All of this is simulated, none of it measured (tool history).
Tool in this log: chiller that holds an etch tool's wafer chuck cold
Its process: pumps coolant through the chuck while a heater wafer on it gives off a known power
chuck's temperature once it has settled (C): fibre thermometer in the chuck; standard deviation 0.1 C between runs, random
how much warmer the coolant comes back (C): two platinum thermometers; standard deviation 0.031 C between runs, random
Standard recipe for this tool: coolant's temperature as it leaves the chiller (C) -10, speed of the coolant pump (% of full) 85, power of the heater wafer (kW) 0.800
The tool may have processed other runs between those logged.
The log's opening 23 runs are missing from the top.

run,hour,coolant's temperature as it leaves the chiller (C),speed of the coolant pump (% of full),power of the heater wafer (kW),hours since the coolant was changed and the channels were flushed,hours since the pump was overhauled,hours since the chiller's thermometer was calibrated,chuck's temperature once it has settled (C),how much warmer the coolant comes back (C)
24,1875.9,-9,71,1.136,5504,5504,387,4.5,4.32
25,1990.1,-7,71,1.136,5619,5619,501,6.6,4.29
26,2073.3,-1,70,0.948,5702,5702,584,10.5,3.64
27,2174.3,-18,62,0.523,5803,5803,685,-11.3,2.15
28,2262.9,-18,62,0.523,5891,5891,774,-11.2,2.31
29,2314.1,-19,85,0.589,5942,5942,825,-12.6,1.85
30,2425.8,-10,85,0.977,6054,6054,937,0.7,3.11
31,2521.6,-7,95,0.419,6150,6150,1033,-2.6,1.17
32,2627.5,-17,63,0.419,6256,6256,1138,-11.4,1.83
33,2716.7,-15,66,0.734,6345,6345,1228,-5.7,3.02

Alternative continuations, all from the tool just after run 33; predict every row:
A,2810.8,-13,85,0.431,6439,6439,1322,?,?
B,2810.8,-6,77,0.485,6439,6439,1322,?,?
C,2810.8,-12,85,0.609,6439,6439,1322,?,?

run,chuck's temperature once it has settled (C),how much warmer the coolant comes back (C)
A,-8.2,1.36
B,-0.4,1.72
C,-5.1,1.95
Had the tool no hidden state, the same runs would have come out as:
run,chuck's temperature once it has settled (C),how much warmer the coolant comes back (C)
A,-8.9,1.25
B,-1.3,1.58
C,-6.2,1.79

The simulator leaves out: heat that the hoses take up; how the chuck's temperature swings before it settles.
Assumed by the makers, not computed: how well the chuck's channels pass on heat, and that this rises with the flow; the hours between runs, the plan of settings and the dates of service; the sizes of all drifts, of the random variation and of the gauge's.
